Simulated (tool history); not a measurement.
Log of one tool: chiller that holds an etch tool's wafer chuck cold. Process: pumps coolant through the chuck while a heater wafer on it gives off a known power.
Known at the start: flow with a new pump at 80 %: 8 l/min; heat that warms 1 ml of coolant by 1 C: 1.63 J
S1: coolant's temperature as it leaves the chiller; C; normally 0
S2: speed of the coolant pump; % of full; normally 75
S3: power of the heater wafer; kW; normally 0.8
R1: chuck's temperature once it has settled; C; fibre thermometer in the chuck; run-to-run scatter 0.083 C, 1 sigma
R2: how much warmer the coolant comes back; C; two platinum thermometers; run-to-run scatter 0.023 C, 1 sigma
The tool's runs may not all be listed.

run    hour  S1  S2     S3     R1    R2
  1       0   0  75    0.8   7.99  3.96
  2    70.2   0  63    0.8   8.77  4.74
  3   222.2   0  63    0.8   8.68  4.72
  4   319.3   0  63    0.8   8.76  4.79
  5   477.8   0  63    0.8   8.79  4.77
  6   637.7   0  84    0.8   7.39  3.54
  7   785.4   0  84    0.8   7.36  3.58
  8   891.5   0  75    0.8   7.87  4.03
  9  1019.8   0  75    0.8   7.93  4.03
 10  1142.2   0  75  0.519   4.92  2.61
 11  1296.1   0  75  0.519   4.99  2.64
 12  1381.8   0  75  0.519   4.98  2.63
 13  1511.8   0  75    0.8   7.85  4.07
 14  1631.6   0  75    0.8   7.94   4.1
 15  1752.8   0  75    0.8   7.99  4.08
 16  1842.8   0  75    0.8      8  4.05
 17    1941  -8  85  0.657  -2.05  2.93
 18  2018.1  -1  93    0.8   5.74  3.27
 19    2108   4  93  0.806  11.02  3.29
 20  2243.8   9  60  0.713  17.05  4.58
 21  2361.9   9  60  0.713  17.05  4.62
     2379.1  -- coolant pump overhauled
 22    2436   9  60  0.713  17.19  4.68
 23  2513.2   0  75  1.195  12.33   6.2
 24  2628.9   0  74  1.195   12.4  6.28
 25  2693.5  -1  75  0.469    3.3  2.48
     2820.5  -- coolant pump overhauled, once more
 26    2824   0  60  0.901  10.42  5.59
 27  2927.3   2  89  0.787   8.75  3.31
 28  3067.4   0  69  0.515   5.03  2.81
     3132.7  -- chiller's thermometer calibrated
     3148.1  -- coolant changed, channels flushed
 29  3232.3  -2  75    0.8   5.91  3.99
 30  3312.5  -7  68  0.485  -1.89  2.66
 31  3398.1  10  87  0.592  15.33  2.53

4 ways to go on from here, each from the tool as it stands after run 31. What would each give?
  A  3529.8  -1  87  0.529   ?   ?
  B  3529.8  -3  75  0.936   ?   ?
  C  3529.8   5  75    0.8   ?   ?
  D  3529.8  10  75  0.584   ?   ?

run     R1    R2
  A   3.64  2.26
  B   6.18   4.7
  C  12.73     4
  D  15.64  2.95
Take away the tool's hidden state, keep each run's random variation, and the runs would have read:
run     R1    R2
  A   3.64  2.22
  B   6.07  4.62
  C  12.65  3.93
  D  15.61   2.9
